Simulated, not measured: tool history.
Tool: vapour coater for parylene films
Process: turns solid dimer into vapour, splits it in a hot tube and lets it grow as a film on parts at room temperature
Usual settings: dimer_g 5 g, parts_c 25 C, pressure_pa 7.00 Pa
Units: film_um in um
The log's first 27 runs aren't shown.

run 28 hour=1036.4 | dimer_g=5 parts_c=25 pressure_pa=4.29 | film_um=3.17
run 29 hour=1061.8 | dimer_g=5 parts_c=25 pressure_pa=4.29 | film_um=3.17
run 30 hour=1085.8 | dimer_g=3 parts_c=29 pressure_pa=7.00 | film_um=1.42
run 31 hour=1109.9 | dimer_g=6 parts_c=31 pressure_pa=2.30 | film_um=3.27
run 32 hour=1154.2 | dimer_g=6 parts_c=31 pressure_pa=2.30 | film_um=3.22
run 33 hour=1199.8 | dimer_g=6 parts_c=31 pressure_pa=2.30 | film_um=3.22
run 34 hour=1244.5 | dimer_g=2 parts_c=34 pressure_pa=3.48 | film_um=0.84
run 35 hour=1292.5 | dimer_g=2 parts_c=34 pressure_pa=3.48 | film_um=0.81
-- hour=1315.8 trap's valve overhauled
run 36 hour=1318.9 | dimer_g=3 parts_c=19 pressure_pa=3.17 | film_um=2.85
run 37 hour=1367.2 | dimer_g=4 parts_c=19 pressure_pa=3.82 | film_um=3.69

Forecast each of these 3 alternatives for the next run:
run A hour=1407.3 | dimer_g=5 parts_c=24 pressure_pa=7.00 | film_um=?
run B hour=1407.3 | dimer_g=4 parts_c=19 pressure_pa=5.35 | film_um=?
run C hour=1407.3 | dimer_g=8 parts_c=30 pressure_pa=9.16 | film_um=?

run=A film_um=3.12
run=B film_um=3.39
run=C film_um=3.56
Without the tool's hidden state the same runs would have given:
run=A film_um=3.32
run=B film_um=3.61
run=C film_um=3.79

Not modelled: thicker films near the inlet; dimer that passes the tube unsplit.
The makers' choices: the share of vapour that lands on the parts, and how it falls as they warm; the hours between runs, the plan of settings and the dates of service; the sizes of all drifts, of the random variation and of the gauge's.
